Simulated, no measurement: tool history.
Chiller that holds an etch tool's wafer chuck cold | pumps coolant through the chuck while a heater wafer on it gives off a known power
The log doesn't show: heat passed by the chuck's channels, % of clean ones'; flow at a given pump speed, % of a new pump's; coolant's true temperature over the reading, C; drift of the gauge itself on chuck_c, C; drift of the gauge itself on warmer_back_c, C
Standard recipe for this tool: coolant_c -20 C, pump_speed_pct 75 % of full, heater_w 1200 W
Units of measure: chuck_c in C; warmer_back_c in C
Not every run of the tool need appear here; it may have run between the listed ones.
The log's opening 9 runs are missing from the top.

| run | hour | coolant_c | pump_speed_pct | heater_w | hours since the coolant was changed and the channels were flushed | hours since the pump was overhauled | hours since the chiller's thermometer was calibrated | chuck_c | warmer_back_c |
|---|---|---|---|---|---|---|---|---|---|
| 10 | 1452.4 | -20 | 75 | 1303 | 4988 | 7612 | 1575 | -6.2 | 3.05 |
| 11 | 1612.5 | -20 | 75 | 1303 | 5148 | 7772 | 1735 | -5.9 | 3.06 |
| 12 | 1822.3 | -20 | 83 | 1303 | 5358 | 7982 | 1945 | -7.2 | 2.73 |
| 13 | 2042.0 | -20 | 83 | 1303 | 5578 | 8201 | 2164 | -7.1 | 2.71 |
| 14 | 2249.5 | -20 | 83 | 1303 | 5785 | 8409 | 2372 | -7.0 | 2.69 |
| 15 | 2471.5 | -20 | 75 | 1200 | 6007 | 8631 | 2594 | -7.1 | 2.79 |
| 16 | 2690.2 | -20 | 75 | 1200 | 6226 | 8849 | 2812 | -7.0 | 2.76 |
| 17 | 2908.0 | -13 | 72 | 1166 | 6443 | 9067 | 3030 | 0.0 | 2.81 |
| 18 | 3134.5 | -13 | 99 | 1166 | 6670 | 9294 | 3257 | -3.0 | 2.02 |
| 19 | 3275.1 | -13 | 99 | 1166 | 6811 | 9434 | 3397 | -3.0 | 1.98 |
| 20 | 3372.8 | -20 | 79 | 1200 | 6908 | 9532 | 3495 | -7.8 | 2.55 |
| 21 | 3527.7 | -20 | 79 | 1200 | 7063 | 9687 | 3650 | -7.8 | 2.63 |
|  | 3599.7 | chiller's thermometer calibrated |
| 22 | 3667.1 | -20 | 79 | 1200 | 7202 | 9825 | 67 | -7.7 | 2.55 |
| 23 | 3836.4 | -15 | 74 | 819 | 7371 | 9995 | 237 | -6.2 | 1.85 |

What will run 24 give?
| 24 | 3983.9 | -15 | 74 | 819 | 7518 | 10142 | 384 | ? | ? |

Logged for run 24: chuck_c -6.1 C, warmer_back_c 1.81 C.
With the hidden condition absent and the run-to-run variation left alone, this run would have shown chuck_c -6.1 C, warmer_back_c 1.92 C.
